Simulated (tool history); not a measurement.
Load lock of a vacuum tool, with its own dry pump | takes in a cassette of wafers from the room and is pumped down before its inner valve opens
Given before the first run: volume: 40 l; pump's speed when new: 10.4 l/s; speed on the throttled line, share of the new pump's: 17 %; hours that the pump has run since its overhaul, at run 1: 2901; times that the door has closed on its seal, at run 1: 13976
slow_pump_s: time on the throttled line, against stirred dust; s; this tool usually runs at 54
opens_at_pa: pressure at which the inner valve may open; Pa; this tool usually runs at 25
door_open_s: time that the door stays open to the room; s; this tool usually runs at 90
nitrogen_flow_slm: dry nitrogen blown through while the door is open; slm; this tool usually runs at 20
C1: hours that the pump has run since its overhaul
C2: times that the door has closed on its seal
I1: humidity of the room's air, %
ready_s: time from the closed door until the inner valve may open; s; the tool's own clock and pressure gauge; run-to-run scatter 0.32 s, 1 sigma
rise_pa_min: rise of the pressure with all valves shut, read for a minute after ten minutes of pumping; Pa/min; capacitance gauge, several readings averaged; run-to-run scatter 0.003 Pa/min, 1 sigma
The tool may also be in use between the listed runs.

run 1 day=0 | slow_pump_s=54 opens_at_pa=25 door_open_s=90 nitrogen_flow_slm=20 | C1=2901 C2=13976 | I1=47 | ready_s=77.3 rise_pa_min=0.057
run 2 day=5.4 | slow_pump_s=37 opens_at_pa=25 door_open_s=90 nitrogen_flow_slm=20 | C1=3031 C2=14275 | I1=47 | ready_s=63 rise_pa_min=0.058
run 3 day=9.438 | slow_pump_s=37 opens_at_pa=25 door_open_s=90 nitrogen_flow_slm=20 | C1=3127 C2=14499 | I1=46.5 | ready_s=63.5 rise_pa_min=0.05
run 4 day=14.808 | slow_pump_s=37 opens_at_pa=25 door_open_s=63 nitrogen_flow_slm=20 | C1=3256 C2=14796 | I1=45.2 | ready_s=62.9 rise_pa_min=0.042
run 5 day=18.754 | slow_pump_s=37 opens_at_pa=25 door_open_s=63 nitrogen_flow_slm=22 | C1=3351 C2=15014 | I1=42.2 | ready_s=63.2 rise_pa_min=0.036
run 6 day=22.379 | slow_pump_s=54 opens_at_pa=25 door_open_s=90 nitrogen_flow_slm=20 | C1=3438 C2=15215 | I1=39.9 | ready_s=77.6 rise_pa_min=0.045
run 7 day=29.033 | slow_pump_s=54 opens_at_pa=25 door_open_s=90 nitrogen_flow_slm=20 | C1=3598 C2=15583 | I1=44.2 | ready_s=77.2 rise_pa_min=0.05
run 8 day=35.5 | slow_pump_s=84 opens_at_pa=25 door_open_s=90 nitrogen_flow_slm=20 | C1=3753 C2=15941 | I1=44.5 | ready_s=102.9 rise_pa_min=0.049
run 9 day=40.871 | slow_pump_s=84 opens_at_pa=25 door_open_s=90 nitrogen_flow_slm=20 | C1=3882 C2=16238 | I1=47.4 | ready_s=102.3 rise_pa_min=0.055
run 10 day=47.833 | slow_pump_s=84 opens_at_pa=25 door_open_s=90 nitrogen_flow_slm=20 | C1=4049 C2=16624 | I1=43.1 | ready_s=101.8 rise_pa_min=0.053
run 11 day=54.217 | slow_pump_s=84 opens_at_pa=25 door_open_s=90 nitrogen_flow_slm=20 | C1=4202 C2=16977 | I1=44 | ready_s=101.9 rise_pa_min=0.051
run 12 day=60.862 | slow_pump_s=54 opens_at_pa=25 door_open_s=90 nitrogen_flow_slm=4 | C1=4362 C2=17345 | I1=47.4 | ready_s=77.5 rise_pa_min=0.084
run 13 day=64.883 | slow_pump_s=38 opens_at_pa=40 door_open_s=90 nitrogen_flow_slm=20 | C1=4458 C2=17568 | I1=44.5 | ready_s=61.5 rise_pa_min=0.049
run 14 day=67.967 | slow_pump_s=38 opens_at_pa=31 door_open_s=198 nitrogen_flow_slm=12 | C1=4532 C2=17738 | I1=48.1 | ready_s=63.1 rise_pa_min=0.084
run 15 day=71.242 | slow_pump_s=38 opens_at_pa=31 door_open_s=165 nitrogen_flow_slm=7 | C1=4611 C2=17919 | I1=44.7 | ready_s=63.5 rise_pa_min=0.095
run 16 day=74.05 | slow_pump_s=92 opens_at_pa=31 door_open_s=165 nitrogen_flow_slm=7 | C1=4678 C2=18075 | I1=45.8 | ready_s=108.7 rise_pa_min=0.092
run 17 day=77.367 | slow_pump_s=92 opens_at_pa=31 door_open_s=165 nitrogen_flow_slm=7 | C1=4758 C2=18258 | I1=45.4 | ready_s=107.8 rise_pa_min=0.096

What does the tool deliver on the next run?
run 18 day=83.225 | slow_pump_s=43 opens_at_pa=20 door_open_s=165 nitrogen_flow_slm=41 | C1=4898 C2=18583 | I1=42 | ready_s=? rise_pa_min=?

ready_s: 69 s
rise_pa_min: 0.041 Pa/min
If the tool had no hidden condition, the same run with the same run-to-run variation would have returned ready_s 68.9 s, rise_pa_min 0.041 Pa/min.
